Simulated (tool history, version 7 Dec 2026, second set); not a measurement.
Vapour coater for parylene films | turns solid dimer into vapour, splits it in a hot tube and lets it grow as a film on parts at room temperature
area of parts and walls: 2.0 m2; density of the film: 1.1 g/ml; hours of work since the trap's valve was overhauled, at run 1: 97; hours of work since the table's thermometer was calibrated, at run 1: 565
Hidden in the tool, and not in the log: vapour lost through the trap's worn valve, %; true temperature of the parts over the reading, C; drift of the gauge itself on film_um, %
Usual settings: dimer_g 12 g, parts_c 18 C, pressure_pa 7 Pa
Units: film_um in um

run	hour	dimer_g	parts_c	pressure_pa	hours of work since the trap's valve was overhauled	hours of work since the table's thermometer was calibrated	film_um
1	0	12	18	7	97	565	2.57
2	15.1	12	18	7	109	578	2.55
3	27.7	12	18	7	120	589	2.55
4	43.2	12	18	7	133	602	2.55
5	53.2	12	29	7	142	610	1.96
6	62.2	12	29	7	149	618	2.01
7	76.4	12	29	7	161	630	1.97
8	84.7	12	29	7	168	637	1.94
9	95.4	12	29	7	177	646	1.92
10	109.4	12	18	7	189	657	2.54
11	120.3	6	18	7	198	667	1.29
# hour 131: trap's valve overhauled
12	134.1	6	18	7	3	675	1.29
13	146.6	6	18	7	13	685	1.3
14	161	6	18	7	25	698	1.28
15	170.5	12	18	7	33	706	2.57
16	180.3	12	18	7	42	714	2.56
17	193.3	12	18	7	53	725	2.55
18	202.6	12	18	7	60	733	2.55
19	216.2	12	17	7	72	744	2.6
20	225.4	12	17	7	80	752	2.58
21	237.1	12	18	7.15	90	762	2.55
22	254.4	12	30	7	104	776	1.9
23	268.1	12	18	7	116	788	2.58
24	280.6	9	14	6.3	126	799	2.1
25	298.3	12	18	3.27	141	814	3
26	312.1	12	18	3.27	153	825	2.99
27	323.1	21	29	9.73	162	834	3.17
28	332.6	21	29	9.73	170	842	3.19
29	346.6	12	27	7	182	854	2.02
30	363.7	12	30	7	196	869	1.94
# hour 377: trap's valve overhauled
31	380.4	21	18	7	3	879	4.5
32	390.2	12	13	7	11	888	2.86
33	405.5	12	20	3.21	24	901	2.85
34	414.3	16	21	6.58	31	908	3.26
35	431.9	18	16	2.85	46	923	4.8
36	442	11	16	9.71	55	931	2.3
37	449.3	8	12	4	61	938	2.21
38	459.7	12	16	9.19	70	946	2.53
39	473.7	17	17	7.27	82	958	3.68
40	486	13	25	3.34	92	969	2.76
41	496	9	18	3.77	100	977	2.22
42	506.5	8	18	7	109	986	1.71
43	514.3	5	23	7	116	992	0.96
44	527.1	6	12	6.27	127	1003	1.5
45	544.2	12	29	10.42	141	1018	1.79

5 ways to go on from here, each from the tool as it stands after run 45. What would each give?
A	561.8	12	22	10.42	156	1032	?
B	561.8	12	12	2.77	156	1032	?
C	561.8	10	25	7.9	156	1032	?
D	561.8	12	18	7.92	156	1032	?
E	561.8	12	29	6.14	156	1032	?

run	film_um
A	2.14
B	3.63
C	1.79
D	2.48
E	2
Without the tool's hidden state the same runs would have given:
run	film_um
A	2.14
B	3.64
C	1.8
D	2.49
E	2
